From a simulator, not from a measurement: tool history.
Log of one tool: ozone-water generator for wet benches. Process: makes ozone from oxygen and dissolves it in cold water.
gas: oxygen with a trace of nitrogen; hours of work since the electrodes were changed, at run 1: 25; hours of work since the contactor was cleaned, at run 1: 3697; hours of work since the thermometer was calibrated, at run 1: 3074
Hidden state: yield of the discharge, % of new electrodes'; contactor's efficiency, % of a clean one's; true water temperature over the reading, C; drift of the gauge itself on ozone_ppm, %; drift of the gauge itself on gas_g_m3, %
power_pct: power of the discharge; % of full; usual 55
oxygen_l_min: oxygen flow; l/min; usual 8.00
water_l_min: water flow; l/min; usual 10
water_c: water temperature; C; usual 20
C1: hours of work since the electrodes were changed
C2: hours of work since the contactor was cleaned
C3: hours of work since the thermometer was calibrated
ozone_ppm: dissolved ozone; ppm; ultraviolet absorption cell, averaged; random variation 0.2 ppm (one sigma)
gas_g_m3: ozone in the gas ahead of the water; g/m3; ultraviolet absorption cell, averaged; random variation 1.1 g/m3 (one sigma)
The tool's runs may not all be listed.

run 1 hour=0.0 | power_pct=55 oxygen_l_min=8.00 water_l_min=10 water_c=20 | C1=25 C2=3697 C3=3074 | ozone_ppm=29.4 gas_g_m3=189.1
run 2 hour=27.4 | power_pct=55 oxygen_l_min=8.00 water_l_min=10 water_c=20 | C1=44 C2=3717 C3=3094 | ozone_ppm=29.8 gas_g_m3=188.8
run 3 hour=48.6 | power_pct=55 oxygen_l_min=8.00 water_l_min=10 water_c=20 | C1=59 C2=3732 C3=3109 | ozone_ppm=29.3 gas_g_m3=188.7
run 4 hour=66.9 | power_pct=55 oxygen_l_min=8.00 water_l_min=10 water_c=20 | C1=72 C2=3745 C3=3122 | ozone_ppm=29.5 gas_g_m3=189.0
run 5 hour=89.3 | power_pct=55 oxygen_l_min=8.00 water_l_min=10 water_c=20 | C1=88 C2=3760 C3=3137 | ozone_ppm=29.8 gas_g_m3=188.3
run 6 hour=108.9 | power_pct=55 oxygen_l_min=8.00 water_l_min=10 water_c=20 | C1=102 C2=3774 C3=3151 | ozone_ppm=29.7 gas_g_m3=188.9
run 7 hour=132.5 | power_pct=55 oxygen_l_min=8.00 water_l_min=15 water_c=24 | C1=118 C2=3791 C3=3168 | ozone_ppm=20.1 gas_g_m3=188.7
run 8 hour=164.7 | power_pct=55 oxygen_l_min=11.31 water_l_min=10 water_c=20 | C1=141 C2=3813 C3=3190 | ozone_ppm=28.2 gas_g_m3=166.0
run 9 hour=190.4 | power_pct=55 oxygen_l_min=6.06 water_l_min=10 water_c=18 | C1=159 C2=3831 C3=3208 | ozone_ppm=31.8 gas_g_m3=209.3
run 10 hour=218.0 | power_pct=68 oxygen_l_min=7.86 water_l_min=13 water_c=13 | C1=178 C2=3851 C3=3228 | ozone_ppm=34.8 gas_g_m3=230.0

5 ways to go on from here, each from the tool as it stands after run 10. What would each give?
run A hour=233.3 | power_pct=72 oxygen_l_min=7.86 water_l_min=9 water_c=13 | C1=189 C2=3862 C3=3239 | ozone_ppm=? gas_g_m3=?
run B hour=233.3 | power_pct=76 oxygen_l_min=8.00 water_l_min=8 water_c=20 | C1=189 C2=3862 C3=3239 | ozone_ppm=? gas_g_m3=?
run C hour=233.3 | power_pct=55 oxygen_l_min=8.00 water_l_min=9 water_c=20 | C1=189 C2=3862 C3=3239 | ozone_ppm=? gas_g_m3=?
run D hour=233.3 | power_pct=53 oxygen_l_min=6.41 water_l_min=10 water_c=20 | C1=189 C2=3862 C3=3239 | ozone_ppm=? gas_g_m3=?
run E hour=233.3 | power_pct=93 oxygen_l_min=8.00 water_l_min=10 water_c=20 | C1=189 C2=3862 C3=3239 | ozone_ppm=? gas_g_m3=?

run=A ozone_ppm=48.0 gas_g_m3=245.3
run=B ozone_ppm=45.5 gas_g_m3=255.4
run=C ozone_ppm=32.0 gas_g_m3=188.2
run=D ozone_ppm=29.0 gas_g_m3=199.5
run=E ozone_ppm=47.9 gas_g_m3=307.2
Without the tool's hidden state the same runs would have given:
run=A ozone_ppm=48.0 gas_g_m3=245.3
run=B ozone_ppm=45.5 gas_g_m3=255.4
run=C ozone_ppm=32.0 gas_g_m3=188.2
run=D ozone_ppm=29.0 gas_g_m3=199.5
run=E ozone_ppm=47.9 gas_g_m3=307.2
